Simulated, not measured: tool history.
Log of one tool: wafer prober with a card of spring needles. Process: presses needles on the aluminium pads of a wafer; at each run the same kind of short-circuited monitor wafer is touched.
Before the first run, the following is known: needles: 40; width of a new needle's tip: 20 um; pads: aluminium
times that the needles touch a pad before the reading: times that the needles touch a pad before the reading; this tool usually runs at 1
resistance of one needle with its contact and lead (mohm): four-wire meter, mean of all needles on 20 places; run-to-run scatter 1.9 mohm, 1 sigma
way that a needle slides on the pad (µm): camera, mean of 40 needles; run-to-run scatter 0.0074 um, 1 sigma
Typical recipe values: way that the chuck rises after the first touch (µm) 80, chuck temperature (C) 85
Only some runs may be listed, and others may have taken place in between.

run,hour,way that the chuck rises after the first touch (µm),chuck temperature (C),times that the needles touch a pad before the reading,resistance of one needle with its contact and lead (mohm),way that a needle slides on the pad (µm)
1,0.0,80,85,1,309,11.408
2,10.2,88,85,1,304,12.560
# hour 14.6: tips cleaned on abrasive film
3,28.9,80,85,1,298,11.397
4,40.0,71,85,1,316,10.117
# hour 47.2: tips cleaned on abrasive film
5,56.2,94,85,1,296,13.402
6,75.4,94,85,1,301,13.403
# hour 79.9: tips cleaned on abrasive film
7,84.4,94,85,1,290,13.399
8,102.6,94,85,1,302,13.391
# hour 112.3: tips cleaned on abrasive film
9,115.1,81,51,3,283,11.525
10,123.3,80,84,2,295,11.387
11,132.4,100,31,1,281,14.246
12,140.6,100,31,1,285,14.254
# hour 145.3: tips cleaned on abrasive film
13,150.3,63,45,3,288,8.953
14,165.4,63,45,3,289,8.937

What would each run have given without the hidden state, its run-to-run variation left as it was?
Hidden conditions of the tool in this case: debris on the tips, nm; way that the needles fall short of the set height, um; tips' diameter, um; drift of the gauge itself on contact_mohm, %; drift of the gauge itself on scrub_um, %.
run,resistance of one needle with its contact and lead (mohm),way that a needle slides on the pad (µm)
1,294,11.434
2,289,12.586
3,287,11.432
4,296,10.152
5,288,13.443
6,288,13.444
7,285,13.448
8,289,13.440
9,281,11.580
10,288,11.442
11,270,14.301
12,272,14.309
13,284,9.016
14,280,8.999
